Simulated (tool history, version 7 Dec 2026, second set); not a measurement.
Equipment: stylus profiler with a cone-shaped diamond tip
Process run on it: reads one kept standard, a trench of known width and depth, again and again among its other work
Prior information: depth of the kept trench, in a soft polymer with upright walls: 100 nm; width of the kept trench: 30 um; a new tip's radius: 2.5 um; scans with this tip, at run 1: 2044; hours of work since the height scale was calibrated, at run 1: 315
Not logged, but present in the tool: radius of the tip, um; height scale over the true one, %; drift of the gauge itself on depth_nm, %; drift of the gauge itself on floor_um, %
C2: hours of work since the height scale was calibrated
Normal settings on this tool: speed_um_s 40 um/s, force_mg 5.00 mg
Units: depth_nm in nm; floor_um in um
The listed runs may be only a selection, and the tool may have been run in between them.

run 1 hour=0.0 | speed_um_s=40 force_mg=5.00 | scans_with_this_tip=2044 C2=315 | depth_nm=101.94 floor_um=28.38
run 2 hour=8.4 | speed_um_s=40 force_mg=5.00 | scans_with_this_tip=2085 C2=321 | depth_nm=101.90 floor_um=28.38
run 3 hour=19.4 | speed_um_s=40 force_mg=5.00 | scans_with_this_tip=2138 C2=329 | depth_nm=101.87 floor_um=28.38
run 4 hour=27.5 | speed_um_s=12 force_mg=5.00 | scans_with_this_tip=2178 C2=335 | depth_nm=101.88 floor_um=28.51
run 5 hour=40.2 | speed_um_s=12 force_mg=5.00 | scans_with_this_tip=2239 C2=345 | depth_nm=101.89 floor_um=28.50
run 6 hour=51.3 | speed_um_s=12 force_mg=5.00 | scans_with_this_tip=2293 C2=353 | depth_nm=101.88 floor_um=28.42
run 7 hour=59.3 | speed_um_s=40 force_mg=5.00 | scans_with_this_tip=2332 C2=359 | depth_nm=101.90 floor_um=28.37
run 8 hour=66.6 | speed_um_s=40 force_mg=5.00 | scans_with_this_tip=2367 C2=364 | depth_nm=101.98 floor_um=28.38
run 9 hour=74.7 | speed_um_s=40 force_mg=5.00 | scans_with_this_tip=2407 C2=370 | depth_nm=101.87 floor_um=28.40
run 10 hour=90.6 | speed_um_s=40 force_mg=5.00 | scans_with_this_tip=2484 C2=382 | depth_nm=101.91 floor_um=28.40
run 11 hour=99.5 | speed_um_s=40 force_mg=5.00 | scans_with_this_tip=2527 C2=389 | depth_nm=101.85 floor_um=28.37
run 12 hour=106.2 | speed_um_s=40 force_mg=5.00 | scans_with_this_tip=2559 C2=394 | depth_nm=101.93 floor_um=28.36
run 13 hour=115.2 | speed_um_s=40 force_mg=5.00 | scans_with_this_tip=2603 C2=401 | depth_nm=101.88 floor_um=28.35
run 14 hour=127.5 | speed_um_s=40 force_mg=5.00 | scans_with_this_tip=2663 C2=410 | depth_nm=101.82 floor_um=28.33
run 15 hour=137.6 | speed_um_s=40 force_mg=4.22 | scans_with_this_tip=2712 C2=417 | depth_nm=101.70 floor_um=28.35
run 16 hour=145.2 | speed_um_s=40 force_mg=4.22 | scans_with_this_tip=2748 C2=423 | depth_nm=101.69 floor_um=28.29
run 17 hour=153.1 | speed_um_s=40 force_mg=4.22 | scans_with_this_tip=2787 C2=429 | depth_nm=101.65 floor_um=28.34
run 18 hour=168.1 | speed_um_s=40 force_mg=4.22 | scans_with_this_tip=2860 C2=440 | depth_nm=101.58 floor_um=28.31
run 19 hour=184.0 | speed_um_s=40 force_mg=4.22 | scans_with_this_tip=2937 C2=452 | depth_nm=101.58 floor_um=28.29
run 20 hour=198.0 | speed_um_s=40 force_mg=4.22 | scans_with_this_tip=3004 C2=462 | depth_nm=101.68 floor_um=28.29
run 21 hour=209.6 | speed_um_s=40 force_mg=5.00 | scans_with_this_tip=3061 C2=471 | depth_nm=101.72 floor_um=28.32
run 22 hour=225.4 | speed_um_s=144 force_mg=5.00 | scans_with_this_tip=3138 C2=483 | depth_nm=101.76 floor_um=27.90
run 23 hour=241.2 | speed_um_s=144 force_mg=5.00 | scans_with_this_tip=3214 C2=495 | depth_nm=101.86 floor_um=27.94
run 24 hour=250.7 | speed_um_s=144 force_mg=5.00 | scans_with_this_tip=3260 C2=502 | depth_nm=101.75 floor_um=27.96
run 25 hour=262.3 | speed_um_s=105 force_mg=10.20 | scans_with_this_tip=3316 C2=510 | depth_nm=103.05 floor_um=28.21
run 26 hour=269.5 | speed_um_s=43 force_mg=4.88 | scans_with_this_tip=3351 C2=516 | depth_nm=101.77 floor_um=28.31
run 27 hour=280.6 | speed_um_s=54 force_mg=7.17 | scans_with_this_tip=3405 C2=524 | depth_nm=102.20 floor_um=28.28
run 28 hour=295.9 | speed_um_s=54 force_mg=7.17 | scans_with_this_tip=3479 C2=535 | depth_nm=102.30 floor_um=28.26
-- hour=297.3 height scale calibrated on a step standard
run 29 hour=308.8 | speed_um_s=22 force_mg=7.17 | scans_with_this_tip=3540 C2=9 | depth_nm=102.13 floor_um=28.40
run 30 hour=320.9 | speed_um_s=17 force_mg=2.92 | scans_with_this_tip=3598 C2=18 | depth_nm=101.03 floor_um=28.39
run 31 hour=328.5 | speed_um_s=55 force_mg=1.94 | scans_with_this_tip=3635 C2=23 | depth_nm=100.67 floor_um=28.09
run 32 hour=338.3 | speed_um_s=55 force_mg=1.94 | scans_with_this_tip=3682 C2=31 | depth_nm=100.71 floor_um=28.13
run 33 hour=349.4 | speed_um_s=55 force_mg=1.94 | scans_with_this_tip=3736 C2=39 | depth_nm=100.84 floor_um=28.16
-- hour=353.0 height scale calibrated on a step standard, once more
run 34 hour=364.5 | speed_um_s=29 force_mg=9.30 | scans_with_this_tip=3807 C2=9 | depth_nm=103.06 floor_um=28.39
run 35 hour=378.0 | speed_um_s=105 force_mg=8.53 | scans_with_this_tip=3872 C2=19 | depth_nm=102.80 floor_um=28.16
run 36 hour=388.0 | speed_um_s=105 force_mg=8.53 | scans_with_this_tip=3921 C2=26 | depth_nm=102.81 floor_um=28.11
run 37 hour=395.7 | speed_um_s=12 force_mg=3.45 | scans_with_this_tip=3958 C2=32 | depth_nm=101.45 floor_um=28.35
run 38 hour=409.4 | speed_um_s=12 force_mg=3.45 | scans_with_this_tip=4025 C2=42 | depth_nm=101.47 floor_um=28.40
run 39 hour=421.2 | speed_um_s=60 force_mg=14.04 | scans_with_this_tip=4082 C2=51 | depth_nm=103.94 floor_um=28.33
run 40 hour=435.7 | speed_um_s=126 force_mg=4.52 | scans_with_this_tip=4152 C2=62 | depth_nm=101.77 floor_um=27.95
run 41 hour=448.2 | speed_um_s=28 force_mg=2.70 | scans_with_this_tip=4213 C2=71 | depth_nm=101.26 floor_um=28.26
run 42 hour=455.6 | speed_um_s=48 force_mg=8.21 | scans_with_this_tip=4249 C2=77 | depth_nm=102.68 floor_um=28.29
run 43 hour=464.2 | speed_um_s=19 force_mg=1.79 | scans_with_this_tip=4291 C2=83 | depth_nm=100.95 floor_um=28.32
run 44 hour=475.0 | speed_um_s=40 force_mg=3.84 | scans_with_this_tip=4343 C2=91 | depth_nm=101.57 floor_um=28.34
run 45 hour=489.8 | speed_um_s=40 force_mg=3.84 | scans_with_this_tip=4414 C2=102 | depth_nm=101.55 floor_um=28.25

A few steps of depth_nm between consecutive runs. Split each: what settings, incoming material and random variation would produce without the hidden state, and what is left over for the hidden state, along with gauge scatter present in only one of the two compared results (measured, and without hidden state):
Run 3 -> 4: speed_um_s 40 -> 12. depth_nm +0.01 nm: hidden state -0.01, all else +0.02.
Run 28 -> 29: speed_um_s 54 -> 22, height scale calibrated on a step standard. depth_nm -0.17 nm: hidden state -0.15, all else -0.02.
Run 33 -> 34: speed_um_s 55 -> 29, force_mg 1.94 -> 9.30, height scale calibrated on a step standard, once more. depth_nm +2.22 nm: hidden state +0.31, all else +1.91.
Run 38 -> 39: speed_um_s 12 -> 60, force_mg 3.45 -> 14.04. depth_nm +2.47 nm: hidden state -0.01, all else +2.48.
Run 39 -> 40: speed_um_s 60 -> 126, force_mg 14.04 -> 4.52. depth_nm -2.17 nm: hidden state +0.00, all else -2.17.
